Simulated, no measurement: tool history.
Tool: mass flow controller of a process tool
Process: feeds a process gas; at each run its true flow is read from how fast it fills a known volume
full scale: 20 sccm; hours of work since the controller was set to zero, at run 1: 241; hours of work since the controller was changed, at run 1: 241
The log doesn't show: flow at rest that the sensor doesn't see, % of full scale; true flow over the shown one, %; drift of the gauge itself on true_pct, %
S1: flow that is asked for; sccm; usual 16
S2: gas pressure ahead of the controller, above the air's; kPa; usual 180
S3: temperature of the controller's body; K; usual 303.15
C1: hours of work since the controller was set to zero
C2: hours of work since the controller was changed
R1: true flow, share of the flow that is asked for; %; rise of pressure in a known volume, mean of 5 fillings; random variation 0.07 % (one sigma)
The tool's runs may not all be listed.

run   hour  S1   S2      S3   C1   C2     R1
  1    0.0  16  180  303.15  241  241  99.14
  2  122.5  16  180  303.15  287  287  99.21
  3  257.5  16  180  303.15  337  337  99.13
  4  324.3  16  180  303.15  362  362  99.10
  5  402.3  16  225  303.15  392  392  99.33
  6  536.5  16  225  303.15  442  442  99.08
  7  654.8  16  225  303.15  486  486  98.95
  8  728.4  16  180  303.15  514  514  98.82
  9  833.2  16  180  306.15  553  553  98.54
 10  946.6  16  180  306.15  596  596  98.55

Forecast run 11:
 11  1058.6  16  180  298.15  638  638   ?

R1: 98.93 %
Without the tool's hidden state the same run would have given R1 99.42 %.
